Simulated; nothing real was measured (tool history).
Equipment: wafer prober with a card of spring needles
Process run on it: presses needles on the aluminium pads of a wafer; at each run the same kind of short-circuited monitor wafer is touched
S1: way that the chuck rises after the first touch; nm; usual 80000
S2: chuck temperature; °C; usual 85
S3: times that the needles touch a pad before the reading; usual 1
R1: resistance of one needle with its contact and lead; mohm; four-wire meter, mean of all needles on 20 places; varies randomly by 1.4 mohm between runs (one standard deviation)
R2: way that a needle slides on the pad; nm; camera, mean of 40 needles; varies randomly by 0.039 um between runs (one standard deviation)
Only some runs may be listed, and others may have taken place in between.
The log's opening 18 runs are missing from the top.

| run | day | S1 | S2 | S3 | R1 | R2 |
|---|---|---|---|---|---|---|
| 19 | 5.142 | 80000 | 43 | 1 | 170 | 20020 |
|  | 5.171 | tips cleaned on abrasive film |
| 20 | 5.346 | 80000 | 48 | 1 | 148 | 20060 |
| 21 | 5.571 | 80000 | 40 | 1 | 167 | 20050 |
|  | 5.633 | tips cleaned on abrasive film |
| 22 | 5.875 | 75000 | 47 | 1 | 159 | 18740 |
|  | 6.083 | tips cleaned on abrasive film |
| 23 | 6.088 | 75000 | 47 | 1 | 127 | 18720 |
| 24 | 6.333 | 70000 | 64 | 1 | 169 | 17460 |
| 25 | 6.496 | 61000 | 97 | 3 | 155 | 15120 |
|  | 6.533 | tips cleaned on abrasive film |
| 26 | 6.725 | 61000 | 97 | 3 | 145 | 15090 |
|  | 6.983 | tips cleaned on abrasive film |
| 27 | 6.983 | 80000 | 34 | 1 | 119 | 19860 |
| 28 | 7.208 | 80000 | 34 | 1 | 153 | 19880 |
|  | 7.350 | height of the first contact set anew |
|  | 7.442 | tips cleaned on abrasive film |
| 29 | 7.500 | 80000 | 34 | 2 | 125 | 20280 |
| 30 | 7.821 | 61000 | 34 | 1 | 193 | 15480 |
|  | 7.896 | tips cleaned on abrasive film |
| 31 | 8.112 | 61000 | 34 | 1 | 178 | 15470 |
|  | 8.350 | tips cleaned on abrasive film |
| 32 | 8.350 | 66000 | 114 | 1 | 135 | 16680 |
| 33 | 8.592 | 80000 | 123 | 1 | 159 | 20220 |
|  | 8.817 | tips cleaned on abrasive film |
| 34 | 8.838 | 80000 | 123 | 1 | 140 | 20220 |

4 options for the next run, each taken on its own from the tool as it stands now. Forecast them:
| A | 9.200 | 80000 | 85 | 2 | ? | ? |
| B | 9.200 | 85000 | 90 | 1 | ? | ? |
| C | 9.200 | 78000 | 42 | 1 | ? | ? |
| D | 9.200 | 64000 | 85 | 3 | ? | ? |

| run | R1 | R2 |
|---|---|---|
| A | 149 | 20110 |
| B | 163 | 21430 |
| C | 169 | 19670 |
| D | 148 | 16120 |
Take away the tool's hidden state, keep each run's random variation, and the runs would have read:
| run | R1 | R2 |
|---|---|---|
| A | 122 | 20230 |
| B | 123 | 21550 |
| C | 119 | 19790 |
| D | 123 | 16240 |
